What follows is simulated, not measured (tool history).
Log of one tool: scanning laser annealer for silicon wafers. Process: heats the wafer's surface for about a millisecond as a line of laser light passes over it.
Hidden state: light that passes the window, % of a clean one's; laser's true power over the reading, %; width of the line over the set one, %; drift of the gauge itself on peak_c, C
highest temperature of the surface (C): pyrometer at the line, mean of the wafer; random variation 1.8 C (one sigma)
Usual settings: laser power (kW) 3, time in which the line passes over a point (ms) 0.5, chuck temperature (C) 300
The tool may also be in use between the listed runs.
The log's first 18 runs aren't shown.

| run | hour | laser power (kW) | time in which the line passes over a point (ms) | chuck temperature (C) | hours of work since the window was cleaned | hours of work since the power meter was calibrated | hours of work since the optics were aligned | highest temperature of the surface (C) |
|---|---|---|---|---|---|---|---|---|
| 19 | 172.6 | 3 | 0.5 | 330 | 470 | 139 | 86 | 1020 |
| 20 | 179.7 | 3 | 0.5 | 330 | 474 | 144 | 91 | 1022 |
| 21 | 193.8 | 2.603 | 0.5 | 281 | 483 | 153 | 100 | 853 |
| 22 | 201.6 | 2.858 | 0.451 | 299 | 489 | 158 | 105 | 913 |
| 23 | 212.9 | 3 | 0.417 | 307 | 496 | 166 | 112 | 934 |
| 24 | 224.7 | 3 | 0.417 | 307 | 504 | 173 | 120 | 934 |
| 25 | 236.5 | 2.59 | 0.562 | 300 | 511 | 181 | 128 | 903 |
| 26 | 249 | 3.137 | 0.502 | 282 | 519 | 189 | 136 | 1013 |
| 27 | 257.1 | 2.663 | 0.502 | 288 | 525 | 194 | 141 | 877 |
| 28 | 264.1 | 3.042 | 0.379 | 300 | 529 | 199 | 146 | 903 |
| 29 | 271.1 | 3.042 | 0.539 | 266 | 534 | 203 | 150 | 993 |
| 30 | 280.1 | 3.042 | 0.539 | 266 | 540 | 209 | 156 | 992 |
| 31 | 291.6 | 2.741 | 0.408 | 294 | 547 | 217 | 164 | 842 |
| 32 | 300.7 | 2.741 | 0.408 | 294 | 553 | 223 | 169 | 841 |
| 33 | 310.8 | 2.741 | 0.408 | 294 | 560 | 229 | 176 | 840 |
| 34 | 320.2 | 3 | 0.367 | 300 | 566 | 235 | 182 | 884 |
| 35 | 328.1 | 2.918 | 0.563 | 300 | 571 | 241 | 187 | 998 |
| 36 | 337.5 | 3.244 | 0.538 | 300 | 577 | 247 | 193 | 1086 |
| 37 | 349.5 | 3 | 0.43 | 284 | 585 | 254 | 201 | 911 |
| 38 | 356.7 | 2.7 | 0.46 | 263 | 589 | 259 | 206 | 835 |
| 39 | 367.7 | 2.801 | 0.395 | 302 | 597 | 266 | 213 | 856 |
| 40 | 380.9 | 2.776 | 0.614 | 322 | 605 | 275 | 222 | 1001 |

Forecast each of these 3 alternatives for the next run:
| A | 392.8 | 2.905 | 0.614 | 322 | 613 | 283 | 229 | ? |
| B | 392.8 | 3 | 0.537 | 300 | 613 | 283 | 229 | ? |
| C | 392.8 | 2.776 | 0.614 | 330 | 613 | 283 | 229 | ? |

| run | highest temperature of the surface (C) |
|---|---|
| A | 1045 |
| B | 1008 |
| C | 1012 |
Without the tool's hidden state the same runs would have given:
| run | highest temperature of the surface (C) |
|---|---|
| A | 1103 |
| B | 1065 |
| C | 1067 |
